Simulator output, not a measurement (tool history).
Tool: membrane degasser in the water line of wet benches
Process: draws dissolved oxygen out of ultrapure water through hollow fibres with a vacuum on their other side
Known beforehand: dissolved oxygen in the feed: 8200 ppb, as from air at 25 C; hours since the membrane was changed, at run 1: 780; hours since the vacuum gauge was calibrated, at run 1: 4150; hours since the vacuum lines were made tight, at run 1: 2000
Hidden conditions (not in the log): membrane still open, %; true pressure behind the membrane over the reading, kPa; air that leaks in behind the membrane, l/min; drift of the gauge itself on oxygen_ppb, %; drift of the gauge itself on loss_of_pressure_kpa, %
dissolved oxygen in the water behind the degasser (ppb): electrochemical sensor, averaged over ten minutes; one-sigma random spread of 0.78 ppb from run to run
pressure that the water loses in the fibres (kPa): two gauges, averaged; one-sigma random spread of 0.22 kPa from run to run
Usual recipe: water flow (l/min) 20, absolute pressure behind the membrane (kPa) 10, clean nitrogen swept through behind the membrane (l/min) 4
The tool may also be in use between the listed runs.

run     day  water flow (l/min)  absolute pressure behind the membrane (kPa)  clean nitrogen swept through behind the membrane (l/min)  hours since the membrane was changed  hours since the vacuum gauge was calibrated  hours since the vacuum lines were made tight  dissolved oxygen in the water behind the degasser (ppb)  pressure that the water loses in the fibres (kPa)
  1       0                  20                                           10                                                         4                                   780                                         4150                                          2000                                                     94.8                                               51.7
  2   1.488                  23                                           10                                                         4                                   816                                         4185                                          2035                                                    111.1                                              59.34
  3   2.529                  23                                           10                                                         4                                   841                                         4210                                          2060                                                    110.3                                               59.4
  4   3.733                  23                                           10                                                         4                                   870                                         4239                                          2089                                                    110.5                                              59.04
  5   4.696                  23                                           10                                                         4                                   893                                         4262                                          2112                                                    109.6                                              59.07
  6   5.812                  23                                           10                                                         4                                   919                                         4289                                          2139                                                    111.5                                              58.82
  7   7.108                  23                                           10                                                         4                                   951                                         4320                                          2170                                                    108.5                                              58.84
  8   8.979                  23                                         23.3                                                      3.78                                   995                                         4365                                          2215                                                    304.2                                               58.7
  9   9.829                  23                                         23.3                                                      3.78                                  1016                                         4386                                          2236                                                    301.5                                              58.89
 10  11.329                  27                                          8.5                                                      2.61                                  1052                                         4422                                          2272                                                    148.9                                              69.04
 11  12.971                  14                                          6.4                                                      2.76                                  1091                                         4461                                          2311                                                     45.9                                              35.88
 12  14.421                  14                                          6.4                                                      2.76                                  1126                                         4496                                          2346                                                     45.2                                              35.78
 13  16.242                  13                                         21.1                                                      10.2                                  1170                                         4540                                          2390                                                     62.5                                               33.3
 14  17.104                  13                                         18.7                                                      6.01                                  1190                                         4560                                          2410                                                     87.6                                              32.99

Had the tool no unlogged condition, and each run kept its random variation, what would the results have been?
run  pressure that the water loses in the fibres (kPa)
  1                                              51.69
  2                                              59.42
  3                                              59.56
  4                                              59.28
  5                                              59.37
  6                                               59.2
  7                                               59.3
  8                                              59.29
  9                                              59.54
 10                                              69.92
 11                                               36.4
 12                                              36.36
 13                                              33.91
 14                                              33.63
dissolved oxygen in the water behind the degasser (ppb): at most 0.2 away from the measurement, every run.

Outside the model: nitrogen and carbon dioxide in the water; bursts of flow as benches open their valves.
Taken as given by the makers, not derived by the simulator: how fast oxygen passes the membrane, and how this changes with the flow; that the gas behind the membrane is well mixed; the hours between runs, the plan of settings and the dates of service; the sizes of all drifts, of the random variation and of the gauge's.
